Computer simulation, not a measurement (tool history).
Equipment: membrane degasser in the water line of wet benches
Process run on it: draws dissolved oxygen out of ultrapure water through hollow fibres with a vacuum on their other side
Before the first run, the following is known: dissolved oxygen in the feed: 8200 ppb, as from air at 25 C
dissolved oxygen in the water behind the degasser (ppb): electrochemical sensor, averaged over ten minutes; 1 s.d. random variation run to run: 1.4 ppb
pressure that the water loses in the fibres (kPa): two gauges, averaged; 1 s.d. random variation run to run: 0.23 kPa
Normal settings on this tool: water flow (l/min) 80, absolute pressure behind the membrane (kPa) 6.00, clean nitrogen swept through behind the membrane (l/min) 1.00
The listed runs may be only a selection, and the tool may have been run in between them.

run,hour,water flow (l/min),absolute pressure behind the membrane (kPa),clean nitrogen swept through behind the membrane (l/min),dissolved oxygen in the water behind the degasser (ppb),pressure that the water loses in the fibres (kPa)
1,0.0,80,6.00,1.00,371.7,59.39
2,158.2,80,6.00,1.00,371.6,59.61
3,325.9,80,6.00,1.00,373.3,59.83
4,504.6,80,6.00,1.00,371.5,59.55
5,602.8,80,6.00,1.00,369.0,59.70
6,760.0,80,6.00,1.00,370.4,59.55
7,915.1,80,6.00,1.00,370.9,59.79
# hour 929.8: vacuum gauge calibrated
8,993.4,80,6.00,1.13,344.7,59.58
9,1171.4,80,6.00,2.59,186.7,59.86
# hour 1235.3: vacuum gauge calibrated, once more
10,1277.7,88,6.73,1.13,456.8,66.22
11,1416.2,96,9.83,0.45,1407.9,72.16
12,1567.1,80,6.61,1.00,449.3,60.26
13,1691.6,59,6.00,0.71,376.5,44.15
14,1855.7,109,9.39,0.42,1419.5,82.23
15,1977.2,87,9.05,1.01,780.3,65.00
16,2056.3,113,5.30,0.78,411.6,85.64
17,2145.7,77,4.85,2.57,111.3,57.82

Per-run results on a tool with no hidden state, each run keeping its own random variation:
Unlogged tool condition in this case: membrane still open, %; true pressure behind the membrane over the reading, kPa; air that leaks in behind the membrane, l/min; drift of the gauge itself on oxygen_ppb, %; drift of the gauge itself on loss_of_pressure_kpa, %.
run,dissolved oxygen in the water behind the degasser (ppb),pressure that the water loses in the fibres (kPa)
1,369.2,59.39
2,368.8,59.53
3,370.2,59.67
4,368.2,59.33
5,365.6,59.44
6,366.7,59.21
7,367.1,59.39
8,339.7,59.14
9,183.4,59.35
10,452.8,65.60
11,1405.3,71.41
12,445.0,59.57
13,372.3,43.59
14,1416.0,81.10
15,775.9,64.04
16,403.6,84.34
17,107.9,56.90
